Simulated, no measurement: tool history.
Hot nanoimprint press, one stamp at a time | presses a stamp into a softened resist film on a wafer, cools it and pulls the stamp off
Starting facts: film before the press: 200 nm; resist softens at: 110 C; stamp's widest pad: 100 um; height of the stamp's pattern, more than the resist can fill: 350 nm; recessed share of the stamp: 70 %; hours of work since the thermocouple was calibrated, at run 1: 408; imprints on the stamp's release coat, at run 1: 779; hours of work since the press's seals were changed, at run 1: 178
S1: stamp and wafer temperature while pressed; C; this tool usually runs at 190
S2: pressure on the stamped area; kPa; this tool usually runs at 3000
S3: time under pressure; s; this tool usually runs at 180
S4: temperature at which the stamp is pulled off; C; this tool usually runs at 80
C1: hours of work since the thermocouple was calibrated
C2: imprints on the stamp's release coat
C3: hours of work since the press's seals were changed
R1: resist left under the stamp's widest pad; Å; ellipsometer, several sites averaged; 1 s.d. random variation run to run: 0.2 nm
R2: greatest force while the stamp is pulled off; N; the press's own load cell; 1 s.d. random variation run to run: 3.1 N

run,hour,S1,S2,S3,S4,C1,C2,C3,R1,R2
1,0.0,190,3000,180,80,408,779,178,1084,269
2,31.4,190,3000,180,80,426,907,196,1082,271
3,54.5,190,3000,180,80,438,1001,209,1084,282
4,74.8,190,3000,180,69,450,1083,220,1079,340
# hour 107.2: stamp cleaned and given a new release coat
5,114.8,190,3000,180,69,469,32,239,1077,280
6,137.1,190,2670,180,80,481,122,251,1135,230
7,167.2,197,3370,199,67,498,245,268,796,301
8,191.4,197,3370,199,67,511,343,282,798,305
9,219.3,179,3300,180,80,527,456,297,1391,254
10,233.9,182,4000,126,69,535,516,305,1323,302

Alternative continuations, all from the tool just after run 10; predict every row:
A,263.3,181,3600,180,76,551,635,322,?,?
B,263.3,190,2920,180,80,551,635,322,?,?
C,263.3,182,2670,182,73,551,635,322,?,?
D,263.3,184,3000,203,74,551,635,322,?,?

run,R1,R2
A,1283,280
B,1084,264
C,1385,300
D,1223,289
With no hidden state in the tool, these same runs would have given:
run,R1,R2
A,1340,253
B,1137,239
C,1442,270
D,1280,261
